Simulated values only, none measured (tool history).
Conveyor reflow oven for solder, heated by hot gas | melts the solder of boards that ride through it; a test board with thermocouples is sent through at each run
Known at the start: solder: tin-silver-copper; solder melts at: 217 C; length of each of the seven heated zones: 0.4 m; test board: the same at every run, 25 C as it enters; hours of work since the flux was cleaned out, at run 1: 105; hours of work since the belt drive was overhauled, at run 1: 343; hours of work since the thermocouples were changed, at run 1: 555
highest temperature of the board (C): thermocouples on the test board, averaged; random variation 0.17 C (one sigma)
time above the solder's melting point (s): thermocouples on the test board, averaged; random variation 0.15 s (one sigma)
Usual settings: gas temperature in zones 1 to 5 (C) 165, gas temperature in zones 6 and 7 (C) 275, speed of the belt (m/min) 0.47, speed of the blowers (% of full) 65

run,day,gas temperature in zones 1 to 5 (C),gas temperature in zones 6 and 7 (C),speed of the belt (m/min),speed of the blowers (% of full),hours of work since the flux was cleaned out,hours of work since the belt drive was overhauled,hours of work since the thermocouples were changed,highest temperature of the board (C),time above the solder's melting point (s)
1,0,165,275,0.47,65,105,343,555,257.9,78.6
2,1.162,165,275,0.47,53,124,362,573,256.1,75.5
3,2.333,165,275,0.479,65,142,380,592,257.5,75.8
4,2.938,165,275,0.479,65,152,390,601,257.2,75.9
5,3.888,165,275,0.479,65,167,405,616,257.2,76
6,4.875,165,275,0.5,65,182,420,632,255.4,70.8
# day 5.054: thermocouples of zones 6 and 7 changed
7,5.662,165,275,0.47,65,193,432,10,258.7,78.5
8,6.654,165,275,0.47,56,209,447,25,256.8,76.7
9,7.796,165,275,0.47,56,227,465,43,256.8,76.6
10,8.792,165,275,0.47,65,243,481,59,258.3,78.6
11,9.479,165,275,0.47,65,254,492,70,258.6,78.3
12,10.629,165,275,0.47,65,272,510,88,258,78.5
13,11.304,165,275,0.47,65,282,521,99,258.1,78.3
# day 11.604: flux residue cleaned out of gas plates and filters
14,12.383,165,275,0.47,65,12,534,112,257.9,77.9
15,13.458,165,275,0.47,65,29,551,129,257.8,77.5
16,14.629,165,271,0.473,65,48,570,148,253.5,73.6
17,15.325,165,277,0.473,83,59,581,159,261.6,81.4
18,16.575,165,277,0.473,83,79,601,179,261.5,81
19,17.942,165,276,0.443,83,100,622,200,262.3,87.6
# day 19.062: flux residue cleaned out of gas plates and filters, once more
20,19.108,156,276,0.52,83,1,637,215,258,67.8
21,19.917,156,276,0.52,83,13,650,228,257.9,67.5
22,21.308,174,288,0.555,63,35,672,250,265.3,73.3
23,22.538,163,264,0.486,57,55,691,269,246.2,63.1
24,23.742,165,266,0.527,50,74,710,288,243.6,54.7
25,25.117,165,266,0.527,50,96,732,310,243.9,54.2
26,25.908,165,266,0.527,50,108,744,323,243.6,54.6
27,26.867,163,271,0.47,67,123,760,338,254.9,75.5
28,27.7,161,288,0.449,65,136,773,351,271.3,91.1
29,29.088,161,288,0.449,65,158,795,373,271.5,91
30,29.992,161,288,0.449,65,173,809,387,271.5,91.3

Forecast each of these 5 alternatives for the next run:
A,31.267,179,288,0.449,65,193,829,407,?,?
B,31.267,161,274,0.472,65,193,829,407,?,?
C,31.267,161,288,0.548,65,193,829,407,?,?
D,31.267,164,275,0.47,65,193,829,407,?,?
E,31.267,165,275,0.537,65,193,829,407,?,?

run,highest temperature of the board (C),time above the solder's melting point (s)
A,273.6,99.9
B,256.8,75.4
C,263,68.2
D,258.1,78
E,253.3,64
Without the tool's hidden state the same runs would have given:
run,highest temperature of the board (C),time above the solder's melting point (s)
A,274.2,99.4
B,257.4,75.4
C,263.7,68.2
D,258.7,77.9
E,254,64.2
